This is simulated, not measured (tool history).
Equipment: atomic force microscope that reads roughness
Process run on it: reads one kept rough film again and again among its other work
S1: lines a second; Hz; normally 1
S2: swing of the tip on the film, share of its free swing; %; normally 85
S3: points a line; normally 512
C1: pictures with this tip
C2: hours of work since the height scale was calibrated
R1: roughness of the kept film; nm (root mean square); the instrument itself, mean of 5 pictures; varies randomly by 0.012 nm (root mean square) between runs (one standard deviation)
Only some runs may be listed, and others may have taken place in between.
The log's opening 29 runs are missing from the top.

At hour 229.5: new tip fitted.
Run 30, hour 229.5: usual settings but S1 2.05 Hz, S2 72 %, S3 745; C1 0; C2 384. Result: R1 2.735 nm (root mean square).
Run 31, hour 238.5: usual settings but S1 2.05 Hz, S2 72 %, S3 745; C1 12; C2 391. Result: R1 2.4 nm (root mean square).
Run 32, hour 243.3: usual settings but S1 2.05 Hz, S2 72 %, S3 745; C1 19; C2 395. Result: R1 2.284 nm (root mean square).
Run 33, hour 252.1: usual settings but S1 3.62 Hz, S2 77 %, S3 335; C1 31; C2 402. Result: R1 1.781 nm (root mean square).
Run 34, hour 260: usual settings but S1 3.62 Hz, S2 87 %, S3 515; C1 41; C2 408. Result: R1 1.468 nm (root mean square).
Run 35, hour 267.5: usual settings but S1 3.71 Hz, S3 483; C1 52; C2 413. Result: R1 1.378 nm (root mean square).
Run 36, hour 275: usual settings but S1 3.71 Hz, S2 68 %, S3 401; C1 62; C2 419. Result: R1 1.598 nm (root mean square).
At hour 278.2: new tip fitted.
Run 37, hour 280.2: usual settings but S2 73 %, S3 505; C1 2; C2 423. Result: R1 2.813 nm (root mean square).
Run 38, hour 286.1: usual settings but S1 3.1 Hz, S2 59 %, S3 575; C1 11; C2 428. Result: R1 2.549 nm (root mean square).
Run 39, hour 291.6: usual settings but S1 1.5 Hz, S2 59 %, S3 575; C1 18; C2 432. Result: R1 2.499 nm (root mean square).
Run 40, hour 301.6: usual settings but S1 1.5 Hz, S2 84 %, S3 816; C1 32; C2 439. Result: R1 2.025 nm (root mean square).
Run 41, hour 309.5: usual settings but S1 1.5 Hz, S2 84 %, S3 816; C1 43; C2 446. Result: R1 1.857 nm (root mean square).
Run 42, hour 314.4: usual settings but S1 1.5 Hz, S2 84 %, S3 816; C1 49; C2 449. Result: R1 1.783 nm (root mean square).
Run 43, hour 323.5: usual settings but S1 1.5 Hz, S2 88 %, S3 816; C1 62; C2 456. Result: R1 1.579 nm (root mean square).
At hour 327.3: new tip fitted.
Run 44, hour 334.4: usual settings but S1 1.76 Hz; C1 10; C2 464. Result: R1 2.336 nm (root mean square).
Run 45, hour 339: usual settings but S1 2.95 Hz, S2 62 %, S3 806; C1 16; C2 468. Result: R1 2.447 nm (root mean square).
Run 46, hour 349.5: usual settings but S1 3.01 Hz, S2 64 %; C1 31; C2 476. Result: R1 2.12 nm (root mean square).
Run 47, hour 354.9: usual settings but S3 893; C1 38; C2 480. Result: R1 2 nm (root mean square).
Run 48, hour 362.2: usual settings but S1 0.76 Hz, S2 58 %, S3 843; C1 48; C2 486. Result: R1 2.077 nm (root mean square).
Run 49, hour 372.2: usual settings but S2 69 %; C1 62; C2 494. Result: R1 1.821 nm (root mean square).
At hour 375.9: new tip fitted.
Run 50, hour 379.9: usual settings but S2 73 %, S3 384; C1 5; C2 499. Result: R1 2.759 nm (root mean square).
Run 51, hour 387.6: usual settings but S1 0.55 Hz, S2 87 %, S3 860; C1 16; C2 505. Result: R1 2.549 nm (root mean square).
Run 52, hour 392.4: usual settings but S1 0.55 Hz, S2 68 %, S3 480; C1 23; C2 509. Result: R1 2.492 nm (root mean square).

Each row is a separate what-if for the run after 52, all from the same tool condition, not one after another. Results?
Run A, hour 401.6: usual settings but S1 0.55 Hz, S2 79 %, S3 480; C1 35; C2 516. Result: R1 ?.
Run B, hour 401.6: usual settings but S3 285; C1 35; C2 516. Result: R1 ?.
Run C, hour 401.6: usual settings but S1 0.98 Hz, S2 66 %, S3 796; C1 35; C2 516. Result: R1 ?.
Run D, hour 401.6: usual settings but S1 0.55 Hz, S3 480; C1 35; C2 516. Result: R1 ?.
Run E, hour 401.6: usual settings but S1 0.55 Hz, S2 72 %, S3 972; C1 35; C2 516. Result: R1 ?.

run     R1
  A  2.202
  B  2.007
  C  2.239
  D  2.154
  E  2.256
What these runs would have given with no unlogged condition in the tool:
run     R1
  A  2.935
  B  2.674
  C  2.982
  D  2.871
  E  3.007

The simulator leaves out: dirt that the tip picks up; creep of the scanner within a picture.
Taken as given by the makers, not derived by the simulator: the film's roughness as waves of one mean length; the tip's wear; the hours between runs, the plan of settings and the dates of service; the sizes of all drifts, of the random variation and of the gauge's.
